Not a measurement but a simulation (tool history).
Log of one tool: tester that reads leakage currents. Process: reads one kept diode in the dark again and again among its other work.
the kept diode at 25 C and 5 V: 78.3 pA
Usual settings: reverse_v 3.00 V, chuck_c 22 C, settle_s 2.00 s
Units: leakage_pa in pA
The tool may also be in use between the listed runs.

| run | hour | reverse_v | chuck_c | settle_s | leakage_pa |
|---|---|---|---|---|---|
| 1 | 0.0 | 3.00 | 22 | 2.00 | 45.54 |
| 2 | 39.6 | 3.00 | 22 | 5.68 | 45.05 |
| 3 | 106.1 | 7.32 | 22 | 2.00 | 79.62 |
| 4 | 143.6 | 7.32 | 22 | 2.00 | 79.70 |
| 5 | 207.2 | 7.32 | 22 | 2.00 | 80.20 |
| 6 | 265.2 | 7.32 | 22 | 2.00 | 79.71 |

The next listed run, before its measurement:
| 7 | 313.4 | 7.32 | 22 | 2.00 | ? |

{"run 7": {"leakage_pa": 80.42}}
Without the tool's hidden state the same run would have given leakage_pa 77.50 pA.
